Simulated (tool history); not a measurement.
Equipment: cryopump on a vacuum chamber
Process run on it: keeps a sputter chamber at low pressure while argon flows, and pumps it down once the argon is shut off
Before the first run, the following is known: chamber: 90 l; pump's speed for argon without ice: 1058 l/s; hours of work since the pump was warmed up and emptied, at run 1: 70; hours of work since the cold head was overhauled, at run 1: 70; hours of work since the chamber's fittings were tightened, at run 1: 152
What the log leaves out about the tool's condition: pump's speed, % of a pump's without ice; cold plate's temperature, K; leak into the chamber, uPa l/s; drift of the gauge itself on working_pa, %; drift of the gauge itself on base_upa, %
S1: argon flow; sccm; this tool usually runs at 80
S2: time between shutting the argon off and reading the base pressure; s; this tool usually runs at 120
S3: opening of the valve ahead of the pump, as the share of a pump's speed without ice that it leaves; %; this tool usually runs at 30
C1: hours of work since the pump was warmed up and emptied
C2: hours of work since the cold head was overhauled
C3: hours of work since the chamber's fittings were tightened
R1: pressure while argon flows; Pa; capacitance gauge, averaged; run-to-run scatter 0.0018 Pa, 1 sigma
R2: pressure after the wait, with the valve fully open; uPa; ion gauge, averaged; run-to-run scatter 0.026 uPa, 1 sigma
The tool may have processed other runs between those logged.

{"run": 1, "hour": 0.0, "S1": 80, "S2": 120, "S3": 30, "C1": 70, "C2": 70, "C3": 152, "R1": 0.4307, "R2": 1.28}
{"run": 2, "hour": 9.4, "S1": 80, "S2": 120, "S3": 30, "C1": 75, "C2": 75, "C3": 157, "R1": 0.43, "R2": 1.32}
{"run": 3, "hour": 23.8, "S1": 80, "S2": 49, "S3": 30, "C1": 83, "C2": 83, "C3": 165, "R1": 0.4323, "R2": 2.49}
{"run": 4, "hour": 38.1, "S1": 47, "S2": 120, "S3": 30, "C1": 90, "C2": 90, "C3": 172, "R1": 0.2561, "R2": 1.32}
{"run": 5, "hour": 52.8, "S1": 47, "S2": 120, "S3": 30, "C1": 98, "C2": 98, "C3": 180, "R1": 0.2541, "R2": 1.39}
{"run": 6, "hour": 63.6, "S1": 47, "S2": 120, "S3": 30, "C1": 103, "C2": 103, "C3": 185, "R1": 0.2561, "R2": 1.38}
{"run": 7, "hour": 75.9, "S1": 47, "S2": 26, "S3": 30, "C1": 110, "C2": 110, "C3": 192, "R1": 0.2563, "R2": 4.29}
{"run": 8, "hour": 91.5, "S1": 47, "S2": 26, "S3": 30, "C1": 118, "C2": 118, "C3": 200, "R1": 0.255, "R2": 4.29}
{"run": 9, "hour": 102.2, "S1": 47, "S2": 26, "S3": 30, "C1": 123, "C2": 123, "C3": 205, "R1": 0.2568, "R2": 4.31}
{"run": 10, "hour": 109.4, "S1": 83, "S2": 42, "S3": 43, "C1": 127, "C2": 127, "C3": 209, "R1": 0.3194, "R2": 2.88}
{"run": 11, "hour": 117.0, "S1": 118, "S2": 120, "S3": 30, "C1": 131, "C2": 131, "C3": 213, "R1": 0.6512, "R2": 1.39}
{"run": 12, "hour": 131.0, "S1": 142, "S2": 120, "S3": 34, "C1": 138, "C2": 138, "C3": 220, "R1": 0.6865, "R2": 1.41}
{"run": 13, "hour": 141.9, "S1": 142, "S2": 120, "S3": 34, "C1": 144, "C2": 144, "C3": 226, "R1": 0.6907, "R2": 1.41}
{"run": 14, "hour": 152.9, "S1": 142, "S2": 120, "S3": 34, "C1": 150, "C2": 150, "C3": 232, "R1": 0.6921, "R2": 1.41}
{"run": 15, "hour": 163.4, "S1": 56, "S2": 82, "S3": 34, "C1": 155, "C2": 155, "C3": 237, "R1": 0.274, "R2": 1.77}
{"run": 16, "hour": 172.0, "S1": 47, "S2": 43, "S3": 19, "C1": 160, "C2": 160, "C3": 242, "R1": 0.4036, "R2": 2.88}
{"run": 17, "hour": 188.4, "S1": 90, "S2": 120, "S3": 30, "C1": 168, "C2": 168, "C3": 250, "R1": 0.5015, "R2": 1.43}

What if the next run were any one of these 5? Each begins from the tool's condition after run 17:
{"run": "A", "hour": 196.8, "S1": 48, "S2": 59, "S3": 30, "C1": 172, "C2": 172, "C3": 255, "R1": "?", "R2": "?"}
{"run": "B", "hour": 196.8, "S1": 71, "S2": 67, "S3": 40, "C1": 172, "C2": 172, "C3": 255, "R1": "?", "R2": "?"}
{"run": "C", "hour": 196.8, "S1": 76, "S2": 120, "S3": 30, "C1": 172, "C2": 172, "C3": 255, "R1": "?", "R2": "?"}
{"run": "D", "hour": 196.8, "S1": 114, "S2": 35, "S3": 24, "C1": 172, "C2": 172, "C3": 255, "R1": "?", "R2": "?"}
{"run": "E", "hour": 196.8, "S1": 121, "S2": 91, "S3": 19, "C1": 172, "C2": 172, "C3": 255, "R1": "?", "R2": "?"}

run=A R1=0.2643 R2=2.28
run=B R1=0.2986 R2=2.11
run=C R1=0.4198 R2=1.48
run=D R1=0.7765 R2=3.39
run=E R1=1.0422 R2=1.76
Without the tool's hidden state the same runs would have given:
run=A R1=0.2549 R2=1.90
run=B R1=0.2846 R2=1.72
run=C R1=0.4048 R2=1.08
run=D R1=0.7542 R2=3.00
run=E R1=1.0184 R2=1.37
